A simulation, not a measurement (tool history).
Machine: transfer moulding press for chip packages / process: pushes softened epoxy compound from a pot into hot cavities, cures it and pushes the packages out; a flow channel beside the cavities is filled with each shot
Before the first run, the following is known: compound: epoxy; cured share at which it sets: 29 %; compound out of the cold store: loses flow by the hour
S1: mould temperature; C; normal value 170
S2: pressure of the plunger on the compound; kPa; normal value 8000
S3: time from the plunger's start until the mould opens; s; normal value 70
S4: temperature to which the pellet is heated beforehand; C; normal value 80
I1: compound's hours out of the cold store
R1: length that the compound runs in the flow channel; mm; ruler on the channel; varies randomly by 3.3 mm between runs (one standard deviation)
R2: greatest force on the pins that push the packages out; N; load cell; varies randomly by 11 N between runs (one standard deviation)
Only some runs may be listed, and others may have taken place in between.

Run 1, day 0.000: usual settings; I1 44.5. Result: R1 852 mm, R2 497 N.
Run 2, day 0.600: usual settings; I1 44.3. Result: R1 853 mm, R2 502 N.
Run 3, day 1.379: usual settings; I1 30.5. Result: R1 884 mm, R2 496 N.
At day 1.704: cavities cleaned with cleaning compound and waxed.
Run 4, day 2.071: usual settings but S3 52 s; I1 17.7. Result: R1 911 mm, R2 1035 N.
Run 5, day 2.821: usual settings but S3 52 s; I1 16.1. Result: R1 915 mm, R2 1050 N.
At day 3.246: plunger's sealing rings changed.
Run 6, day 3.804: usual settings but S3 104 s; I1 39.9. Result: R1 858 mm, R2 263 N.
At day 4.354: cavities cleaned with cleaning compound and waxed.
Run 7, day 4.783: usual settings but S3 58 s; I1 18.6. Result: R1 908 mm, R2 856 N.
Run 8, day 5.325: usual settings; I1 17.4. Result: R1 915 mm, R2 527 N.
Run 9, day 5.825: usual settings but S2 6010 kPa; I1 13.8. Result: R1 801 mm, R2 501 N.
Run 10, day 6.596: usual settings but S2 6010 kPa; I1 23.2. Result: R1 779 mm, R2 516 N.
At day 6.858: cavities cleaned with cleaning compound and waxed.
Run 11, day 7.038: usual settings but S2 6010 kPa, S3 104 s; I1 11.3. Result: R1 804 mm, R2 267 N.
Run 12, day 7.458: usual settings but S4 85 C; I1 46.0. Result: R1 842 mm, R2 467 N.
Run 13, day 8.121: usual settings; I1 31.9. Result: R1 882 mm, R2 497 N.
Run 14, day 8.746: usual settings; I1 17.4. Result: R1 909 mm, R2 504 N.
At day 9.367: cavities cleaned with cleaning compound and waxed.
Run 15, day 9.704: usual settings but S1 164 C, S2 7070 kPa; I1 36.6. Result: R1 832 mm, R2 741 N.
Run 16, day 10.362: usual settings but S1 167 C, S3 84 s; I1 36.3. Result: R1 878 mm, R2 390 N.
Run 17, day 11.238: usual settings but S1 167 C, S3 84 s; I1 37.9. Result: R1 873 mm, R2 408 N.
At day 11.862: cavities cleaned with cleaning compound and waxed.
Run 18, day 11.896: usual settings but S1 167 C, S2 9390 kPa, S3 61 s, S4 71 C; I1 34.6. Result: R1 955 mm, R2 859 N.
Run 19, day 12.317: usual settings but S1 172 C; I1 14.0. Result: R1 919 mm, R2 452 N.
At day 12.704: mould's thermocouples calibrated.
Run 20, day 13.258: usual settings but S1 163 C, S2 7960 kPa, S3 66 s, S4 82 C; I1 17.9. Result: R1 924 mm, R2 945 N.
Run 21, day 13.975: usual settings but S1 163 C, S2 7960 kPa, S3 86 s, S4 77 C; I1 10.9. Result: R1 948 mm, R2 521 N.
At day 14.454: cavities cleaned with cleaning compound and waxed.
Run 22, day 14.888: usual settings but S1 167 C, S2 9600 kPa, S3 95 s, S4 71 C; I1 26.6. Result: R1 979 mm, R2 325 N.
Run 23, day 15.338: usual settings but S2 7900 kPa, S3 90 s, S4 79 C; I1 40.9. Result: R1 846 mm, R2 280 N.
Run 24, day 16.133: usual settings but S1 176 C, S3 89 s; I1 43.4. Result: R1 839 mm, R2 255 N.
At day 16.771: plunger's sealing rings changed.
Run 25, day 16.850: usual settings but S1 176 C, S3 89 s; I1 23.8. Result: R1 882 mm, R2 258 N.
At day 17.096: cavities cleaned with cleaning compound and waxed.
Run 26, day 17.804: usual settings but S3 100 s; I1 12.1. Result: R1 924 mm, R2 256 N.
Run 27, day 18.542: usual settings but S3 100 s; I1 33.4. Result: R1 870 mm, R2 271 N.
Run 28, day 19.458: usual settings but S3 100 s; I1 27.2. Result: R1 889 mm, R2 249 N.

Below are 4 alternative next runs, each starting from the tool's condition after run 28. Predict each:
At day 19.596: cavities cleaned with cleaning compound and waxed.
Run A, day 19.896: usual settings but S2 7540 kPa, S3 80 s, S4 83 C; I1 9.5. Result: R1 ?, R2 ?.
At day 19.596: cavities cleaned with cleaning compound and waxed.
Run B, day 19.896: usual settings but S2 8200 kPa, S3 100 s; I1 23.2. Result: R1 ?, R2 ?.
At day 19.596: cavities cleaned with cleaning compound and waxed.
Run C, day 19.896: usual settings but S2 8540 kPa; I1 27.9. Result: R1 ?, R2 ?.
At day 19.596: cavities cleaned with cleaning compound and waxed.
Run D, day 19.896: usual settings but S2 6120 kPa, S3 53 s, S4 77 C; I1 42.0. Result: R1 ?, R2 ?.

run   R1   R2
  A  907  372
  B  916  255
  C  911  506
  D  745  962
Stripped of hidden state, with their random variation kept, the same runs would have yielded:
run   R1   R2
  A  907  372
  B  916  255
  C  911  505
  D  746  961
